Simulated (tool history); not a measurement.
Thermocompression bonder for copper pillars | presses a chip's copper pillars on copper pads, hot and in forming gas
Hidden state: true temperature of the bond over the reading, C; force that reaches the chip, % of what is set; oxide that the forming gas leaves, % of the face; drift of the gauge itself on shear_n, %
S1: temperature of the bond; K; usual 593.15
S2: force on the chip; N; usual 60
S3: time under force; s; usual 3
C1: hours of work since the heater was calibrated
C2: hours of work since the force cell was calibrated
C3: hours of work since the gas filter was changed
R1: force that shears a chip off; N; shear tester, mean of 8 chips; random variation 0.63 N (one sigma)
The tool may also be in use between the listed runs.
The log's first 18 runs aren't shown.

run,hour,S1,S2,S3,C1,C2,C3,R1
19,633.2,564.15,60,3,842,62,127,30.6
20,653.9,564.15,60,3,851,71,135,30.3
21,687.4,593.15,56,2,865,85,149,38.2
22,734.4,618.15,63,2,885,104,169,56.9
# hour 774.6: heater calibrated with a thermocouple chip
23,778.5,618.15,63,2,2,122,186,60.1
24,813.4,618.15,51,3,16,137,201,61.1
25,861.3,618.15,51,3,36,157,221,59.8
26,900.9,618.15,51,3,53,173,238,60.5
27,928.2,593.15,50,3,64,184,249,44.6
28,965.6,614.15,50,3,80,200,265,57.6
29,993.1,573.15,50,8,91,212,276,48.5
30,1027.8,565.15,50,3,106,226,291,30.1
31,1060.7,595.15,38,5,120,240,304,45.1
32,1086.5,572.15,52,3,130,251,315,34.1
33,1113.2,572.15,52,3,141,262,326,33.8
34,1142.9,593.15,43,9,154,274,339,58.5
35,1184.2,603.15,82,9,171,291,356,83.6
36,1212.9,593.15,60,3,183,303,368,49
37,1239.1,593.15,72,4,194,314,379,59.2
38,1282.2,593.15,66,3,212,332,397,51.8
# hour 1285.9: forming gas filter changed
39,1316.7,592.15,86,2,226,347,13,55.6
40,1361.1,592.15,88,2,245,365,31,56.5

3 ways to go on from here, each from the tool as it stands after run 40. What would each give?
A,1382.6,580.15,76,2,254,374,40,?
B,1382.6,592.15,71,6,254,374,40,?
C,1382.6,605.15,67,9,254,374,40,?

run,R1
A,44.7
B,69.5
C,83.5
Without the tool's hidden state the same runs would have given:
run,R1
A,45
B,70
C,84
